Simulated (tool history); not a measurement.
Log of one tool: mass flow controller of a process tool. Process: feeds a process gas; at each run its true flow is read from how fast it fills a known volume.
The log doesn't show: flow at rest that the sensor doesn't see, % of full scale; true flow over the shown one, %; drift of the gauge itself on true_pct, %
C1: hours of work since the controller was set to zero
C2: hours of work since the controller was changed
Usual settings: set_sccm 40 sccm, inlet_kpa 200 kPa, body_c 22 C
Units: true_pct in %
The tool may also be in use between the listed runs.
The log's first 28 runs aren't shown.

Run 29, hour 3739.8: usual settings but set_sccm 73 sccm, inlet_kpa 190 kPa, body_c 38 C; C1 2489; C2 2489. Result: true_pct 98.76 %.
Run 30, hour 3831.5: usual settings but set_sccm 15 sccm, inlet_kpa 273 kPa; C1 2525; C2 2525. Result: true_pct 99.12 %.
Run 31, hour 3916: usual settings but set_sccm 34 sccm, inlet_kpa 180 kPa, body_c 23 C; C1 2559; C2 2559. Result: true_pct 99.81 %.
Run 32, hour 4047.3: usual settings but set_sccm 12 sccm, inlet_kpa 146 kPa, body_c 24 C; C1 2611; C2 2611. Result: true_pct 99.94 %.
Run 33, hour 4193.7: usual settings but set_sccm 32 sccm, inlet_kpa 273 kPa, body_c 25 C; C1 2670; C2 2670. Result: true_pct 99.1 %.
Run 34, hour 4374.6: usual settings but set_sccm 32 sccm, inlet_kpa 143 kPa, body_c 30 C; C1 2742; C2 2742. Result: true_pct 99.52 %.
Run 35, hour 4452.1: usual settings but set_sccm 20 sccm, inlet_kpa 143 kPa, body_c 32 C; C1 2773; C2 2773. Result: true_pct 99.15 %.
Run 36, hour 4588.6: usual settings but set_sccm 20 sccm, inlet_kpa 143 kPa, body_c 32 C; C1 2827; C2 2827. Result: true_pct 99.16 %.

Run 37 comes next. What will it give?
Run 37, hour 4775: usual settings but set_sccm 20 sccm, inlet_kpa 143 kPa, body_c 32 C; C1 2901; C2 2901. Result: true_pct ?.

true_pct: 99.04 %
Without the tool's hidden state the same run would have given true_pct 99.04 %.
